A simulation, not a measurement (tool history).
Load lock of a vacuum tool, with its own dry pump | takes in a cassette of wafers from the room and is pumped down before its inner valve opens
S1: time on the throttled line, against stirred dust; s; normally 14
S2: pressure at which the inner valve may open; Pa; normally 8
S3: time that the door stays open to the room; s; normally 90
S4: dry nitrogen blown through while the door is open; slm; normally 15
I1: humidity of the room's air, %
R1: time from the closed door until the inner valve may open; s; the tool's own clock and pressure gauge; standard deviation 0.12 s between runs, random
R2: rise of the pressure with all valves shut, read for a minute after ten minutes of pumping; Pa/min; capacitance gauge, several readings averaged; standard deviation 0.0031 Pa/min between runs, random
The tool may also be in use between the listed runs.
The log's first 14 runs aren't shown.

Run 15, hour 5837.6: usual settings but S3 34 s; I1 46.8. Result: R1 25.9 s, R2 0.564 Pa/min.
Run 16, hour 6366.8: usual settings but S2 7 Pa, S3 34 s; I1 43.9. Result: R1 26.2 s, R2 0.593 Pa/min.
Run 17, hour 6859.2: usual settings but S2 7 Pa, S3 34 s; I1 42.6. Result: R1 26.4 s, R2 0.607 Pa/min.
Run 18, hour 7208.0: usual settings but S1 17 s, S2 13 Pa, S3 56 s, S4 7 slm; I1 42.1. Result: R1 27.8 s, R2 0.644 Pa/min.
At hour 7344.3: door's seal changed, seat wiped.
Run 19, hour 7758.7: usual settings but S1 17 s, S2 6 Pa, S3 209 s, S4 7 slm; I1 48.3. Result: R1 29.1 s, R2 0.128 Pa/min.
Run 20, hour 8231.5: usual settings but S1 12 s, S2 6 Pa, S3 209 s, S4 7 slm; I1 46.0. Result: R1 25.4 s, R2 0.126 Pa/min.
At hour 8748.8: dry pump taken out, an overhauled one fitted.
Run 21, hour 8758.8: usual settings but S1 19 s, S2 7 Pa; I1 43.8. Result: R1 28.5 s, R2 0.085 Pa/min.
Run 22, hour 9127.2: usual settings but S4 6 slm; I1 45.8. Result: R1 24.5 s, R2 0.097 Pa/min.
Run 23, hour 9569.8: usual settings but S1 12 s, S2 6 Pa, S3 80 s, S4 12 slm; I1 42.8. Result: R1 23.3 s, R2 0.095 Pa/min.
Run 24, hour 9876.4: usual settings but S1 12 s, S2 6 Pa, S3 80 s, S4 12 slm; I1 47.9. Result: R1 23.4 s, R2 0.110 Pa/min.
Run 25, hour 10129.6: usual settings but S3 186 s; I1 44.5. Result: R1 24.2 s, R2 0.129 Pa/min.
Run 26, hour 10698.1: usual settings but S2 10 Pa, S3 25 s, S4 13 slm; I1 46.3. Result: R1 24.3 s, R2 0.084 Pa/min.
Run 27, hour 11207.2: usual settings but S2 10 Pa, S3 25 s, S4 13 slm; I1 43.8. Result: R1 24.2 s, R2 0.093 Pa/min.
Run 28, hour 11735.8: usual settings but S1 8 s, S2 15 Pa, S3 25 s, S4 37 slm; I1 44.8. Result: R1 18.9 s, R2 0.096 Pa/min.
Run 29, hour 12071.8: usual settings but S1 8 s, S2 15 Pa, S3 25 s, S4 37 slm; I1 44.1. Result: R1 18.9 s, R2 0.101 Pa/min.
Run 30, hour 12405.0: usual settings but S1 8 s, S2 15 Pa, S3 25 s, S4 37 slm; I1 43.7. Result: R1 19.1 s, R2 0.106 Pa/min.
Run 31, hour 12680.7: usual settings but S1 15 s, S2 10 Pa, S3 33 s, S4 33 slm; I1 39.7. Result: R1 25.1 s, R2 0.116 Pa/min.
Run 32, hour 13049.3: usual settings but S1 13 s, S3 32 s, S4 25 slm; I1 45.0. Result: R1 24.0 s, R2 0.132 Pa/min.
Run 33, hour 13589.3: usual settings but S1 11 s, S3 191 s, S4 25 slm; I1 46.6. Result: R1 22.5 s, R2 0.196 Pa/min.

Below are 5 alternative next runs, each starting from the tool's condition after run 33. Predict each:
Run A, hour 13865.8: usual settings but S1 11 s, S2 14 Pa, S3 191 s, S4 34 slm; I1 47.5. Result: R1 ?, R2 ?.
Run B, hour 13865.8: usual settings but S3 73 s, S4 18 slm; I1 46.9. Result: R1 ?, R2 ?.
Run C, hour 13865.8: usual settings but S1 12 s, S3 30 s; I1 45.5. Result: R1 ?, R2 ?.
Run D, hour 13865.8: usual settings but S1 17 s, S2 9 Pa, S3 99 s, S4 25 slm; I1 43.2. Result: R1 ?, R2 ?.
Run E, hour 13865.8: usual settings but S1 7 s, S4 30 slm; I1 48.5. Result: R1 ?, R2 ?.

run    R1     R2
  A  21.6  0.194
  B  25.0  0.173
  C  23.5  0.157
  D  27.2  0.176
  E  19.4  0.182
Without the tool's unlogged condition, the same runs would have read:
run    R1     R2
  A  21.0  0.074
  B  24.5  0.052
  C  22.9  0.035
  D  26.7  0.058
  E  18.7  0.056
